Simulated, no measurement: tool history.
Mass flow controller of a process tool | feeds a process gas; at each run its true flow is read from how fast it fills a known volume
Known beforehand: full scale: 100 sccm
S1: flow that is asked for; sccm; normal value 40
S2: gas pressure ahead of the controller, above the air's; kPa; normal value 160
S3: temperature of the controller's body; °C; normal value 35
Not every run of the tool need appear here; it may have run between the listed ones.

run 1 hour=0 | S1=40 S2=160 S3=35 | true_flow_(%)=98.15
run 2 hour=129 | S1=40 S2=160 S3=35 | true_flow_(%)=98.11
run 3 hour=259.6 | S1=40 S2=160 S3=35 | true_flow_(%)=97.93
run 4 hour=388 | S1=40 S2=160 S3=35 | true_flow_(%)=97.98
run 5 hour=536 | S1=40 S2=160 S3=35 | true_flow_(%)=98.02
run 6 hour=662.4 | S1=40 S2=160 S3=35 | true_flow_(%)=97.87
run 7 hour=791.2 | S1=40 S2=160 S3=35 | true_flow_(%)=97.95
run 8 hour=887.5 | S1=40 S2=160 S3=35 | true_flow_(%)=98.14
run 9 hour=987.8 | S1=40 S2=160 S3=35 | true_flow_(%)=97.92
run 10 hour=1087 | S1=40 S2=160 S3=35 | true_flow_(%)=98.03
-- hour=1101 controller's zero set anew
run 11 hour=1207.6 | S1=40 S2=160 S3=35 | true_flow_(%)=97.85
run 12 hour=1358.7 | S1=40 S2=160 S3=35 | true_flow_(%)=97.74
run 13 hour=1456.5 | S1=40 S2=162 S3=36 | true_flow_(%)=97.73
run 14 hour=1529.3 | S1=10 S2=162 S3=36 | true_flow_(%)=94.06
-- hour=1554.2 controller's zero set anew, once more
run 15 hour=1633.6 | S1=72 S2=176 S3=31 | true_flow_(%)=99.4
run 16 hour=1753.6 | S1=72 S2=176 S3=31 | true_flow_(%)=99.36
run 17 hour=1835.8 | S1=72 S2=176 S3=31 | true_flow_(%)=99.48
run 18 hour=1942 | S1=72 S2=279 S3=26 | true_flow_(%)=99.4
run 19 hour=2054 | S1=40 S2=170 S3=35 | true_flow_(%)=98.33
run 20 hour=2214.4 | S1=12 S2=160 S3=39 | true_flow_(%)=97.19
run 21 hour=2344 | S1=17 S2=160 S3=36 | true_flow_(%)=97.55
run 22 hour=2447.1 | S1=44 S2=217 S3=32 | true_flow_(%)=98.47
run 23 hour=2552.6 | S1=96 S2=263 S3=31 | true_flow_(%)=100.51
run 24 hour=2661.9 | S1=96 S2=263 S3=31 | true_flow_(%)=100.26

How would selected steps in true flow (%) from run to run divide? Give the signed amount a tool lacking its hidden state would still show from settings, what came in and random variation, and the signed amount left for the hidden state, including any gauge scatter that is not in both of the compared results.
The tool's hidden condition here consists of: flow at rest that the sensor doesn't see, % of full scale; true flow over the shown one, %; drift of the gauge itself on true_pct, %.
Run 13 -> 14: S1 40 -> 10. true flow (%) -3.67: hidden state -2.6, all else -1.07.
Run 14 -> 15: S1 10 -> 72, S2 162 -> 176, S3 36 -> 31, controller's zero set anew, once more. true flow (%) +5.34: hidden state +3.43, all else +1.91.
